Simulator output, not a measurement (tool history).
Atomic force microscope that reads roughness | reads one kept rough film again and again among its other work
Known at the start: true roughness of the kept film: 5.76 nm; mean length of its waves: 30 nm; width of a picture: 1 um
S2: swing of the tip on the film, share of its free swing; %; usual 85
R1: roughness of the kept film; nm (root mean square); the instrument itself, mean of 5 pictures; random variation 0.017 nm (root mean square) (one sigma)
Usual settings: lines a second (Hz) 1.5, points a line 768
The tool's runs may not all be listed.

{"run": 1, "hour": 0.0, "lines a second (Hz)": 1.5, "S2": 85, "points a line": 768, "R1": 3.087}
{"run": 2, "hour": 38.7, "lines a second (Hz)": 1.5, "S2": 57, "points a line": 768, "R1": 3.303}
{"run": 3, "hour": 62.1, "lines a second (Hz)": 1.5, "S2": 57, "points a line": 768, "R1": 3.179}
{"hour": 65.4, "done": "new tip fitted"}
{"run": 4, "hour": 82.0, "lines a second (Hz)": 1.5, "S2": 57, "points a line": 768, "R1": 4.528}
{"run": 5, "hour": 111.9, "lines a second (Hz)": 1.5, "S2": 57, "points a line": 768, "R1": 4.247}
{"run": 6, "hour": 146.2, "lines a second (Hz)": 1.5, "S2": 85, "points a line": 535, "R1": 3.563}
{"run": 7, "hour": 177.5, "lines a second (Hz)": 1.5, "S2": 85, "points a line": 535, "R1": 3.386}
{"run": 8, "hour": 194.1, "lines a second (Hz)": 1.5, "S2": 85, "points a line": 535, "R1": 3.291}
{"run": 9, "hour": 232.4, "lines a second (Hz)": 1.5, "S2": 85, "points a line": 535, "R1": 3.114}
{"run": 10, "hour": 269.3, "lines a second (Hz)": 1.5, "S2": 85, "points a line": 569, "R1": 2.952}
{"run": 11, "hour": 293.8, "lines a second (Hz)": 0.52, "S2": 85, "points a line": 768, "R1": 3.175}
{"hour": 312.6, "done": "new tip fitted"}
{"run": 12, "hour": 332.5, "lines a second (Hz)": 1.88, "S2": 85, "points a line": 768, "R1": 3.811}
{"run": 13, "hour": 349.6, "lines a second (Hz)": 1.5, "S2": 85, "points a line": 768, "R1": 3.863}
{"run": 14, "hour": 376.0, "lines a second (Hz)": 3.78, "S2": 85, "points a line": 768, "R1": 3.018}
{"run": 15, "hour": 408.6, "lines a second (Hz)": 3.78, "S2": 85, "points a line": 768, "R1": 2.88}
{"run": 16, "hour": 429.3, "lines a second (Hz)": 0.99, "S2": 85, "points a line": 768, "R1": 3.575}
{"run": 17, "hour": 464.3, "lines a second (Hz)": 1.5, "S2": 85, "points a line": 768, "R1": 3.23}
{"run": 18, "hour": 504.3, "lines a second (Hz)": 1.5, "S2": 85, "points a line": 768, "R1": 3.063}
{"run": 19, "hour": 522.2, "lines a second (Hz)": 1.5, "S2": 85, "points a line": 768, "R1": 2.992}
{"run": 20, "hour": 552.4, "lines a second (Hz)": 1.5, "S2": 85, "points a line": 768, "R1": 2.857}
{"hour": 562.0, "done": "new tip fitted"}
{"run": 21, "hour": 577.4, "lines a second (Hz)": 1.5, "S2": 85, "points a line": 768, "R1": 4.007}
{"run": 22, "hour": 602.7, "lines a second (Hz)": 1.5, "S2": 85, "points a line": 768, "R1": 3.825}
{"run": 23, "hour": 625.0, "lines a second (Hz)": 1.5, "S2": 80, "points a line": 768, "R1": 3.844}
{"run": 24, "hour": 651.1, "lines a second (Hz)": 2.85, "S2": 80, "points a line": 416, "R1": 3.26}
{"run": 25, "hour": 674.3, "lines a second (Hz)": 2.85, "S2": 60, "points a line": 312, "R1": 3.686}
{"run": 26, "hour": 714.0, "lines a second (Hz)": 2.85, "S2": 60, "points a line": 312, "R1": 3.478}
{"run": 27, "hour": 736.7, "lines a second (Hz)": 2.85, "S2": 82, "points a line": 850, "R1": 2.861}
{"run": 28, "hour": 773.2, "lines a second (Hz)": 2.85, "S2": 82, "points a line": 850, "R1": 2.7}
{"run": 29, "hour": 798.1, "lines a second (Hz)": 1.5, "S2": 88, "points a line": 341, "R1": 2.739}
{"hour": 810.8, "done": "new tip fitted"}
{"run": 30, "hour": 832.6, "lines a second (Hz)": 2.95, "S2": 88, "points a line": 341, "R1": 3.286}
{"hour": 835.8, "done": "height scale calibrated on a step standard"}
{"run": 31, "hour": 862.1, "lines a second (Hz)": 1.72, "S2": 88, "points a line": 440, "R1": 3.575}
{"run": 32, "hour": 896.2, "lines a second (Hz)": 1.72, "S2": 60, "points a line": 440, "R1": 3.944}
{"hour": 907.7, "done": "height scale calibrated on a step standard, once more"}
{"run": 33, "hour": 927.5, "lines a second (Hz)": 0.81, "S2": 86, "points a line": 575, "R1": 3.663}
{"run": 34, "hour": 958.3, "lines a second (Hz)": 0.81, "S2": 86, "points a line": 575, "R1": 3.494}
{"run": 35, "hour": 990.7, "lines a second (Hz)": 0.72, "S2": 61, "points a line": 326, "R1": 3.579}
{"run": 36, "hour": 1010.2, "lines a second (Hz)": 0.72, "S2": 61, "points a line": 326, "R1": 3.47}
{"run": 37, "hour": 1041.2, "lines a second (Hz)": 1.47, "S2": 77, "points a line": 750, "R1": 3.069}
{"hour": 1059.8, "done": "new tip fitted"}
{"run": 38, "hour": 1069.9, "lines a second (Hz)": 1.47, "S2": 77, "points a line": 750, "R1": 4.249}
{"run": 39, "hour": 1104.0, "lines a second (Hz)": 1.47, "S2": 77, "points a line": 750, "R1": 4.017}
{"run": 40, "hour": 1141.0, "lines a second (Hz)": 1.5, "S2": 60, "points a line": 768, "R1": 4.051}
{"run": 41, "hour": 1161.8, "lines a second (Hz)": 1.5, "S2": 82, "points a line": 621, "R1": 3.558}
{"run": 42, "hour": 1189.7, "lines a second (Hz)": 1.63, "S2": 67, "points a line": 773, "R1": 3.661}
{"run": 43, "hour": 1228.8, "lines a second (Hz)": 1.35, "S2": 85, "points a line": 963, "R1": 3.228}

Hidden state or all else? Some run-to-run changes of R1, split into what the settings, what came in and random variation would give without the hidden state, and what is left for the hidden state (with any gauge scatter that isn't in both results):
The hidden state here: radius of the tip, nm; height scale over the true one, %; drift of the gauge itself on roughness_nm, %.
Run 3 -> 4: new tip fitted. R1 +1.349 nm (root mean square): hidden state +1.279, all else +0.07.
Run 11 -> 12: lines a second (Hz) 0.52 -> 1.88, new tip fitted. R1 +0.636 nm (root mean square): hidden state +1.257, all else -0.621.
Run 20 -> 21: new tip fitted. R1 +1.15 nm (root mean square): hidden state +1.133, all else +0.017.
Run 37 -> 38: new tip fitted. R1 +1.18 nm (root mean square): hidden state +1.161, all else +0.019.
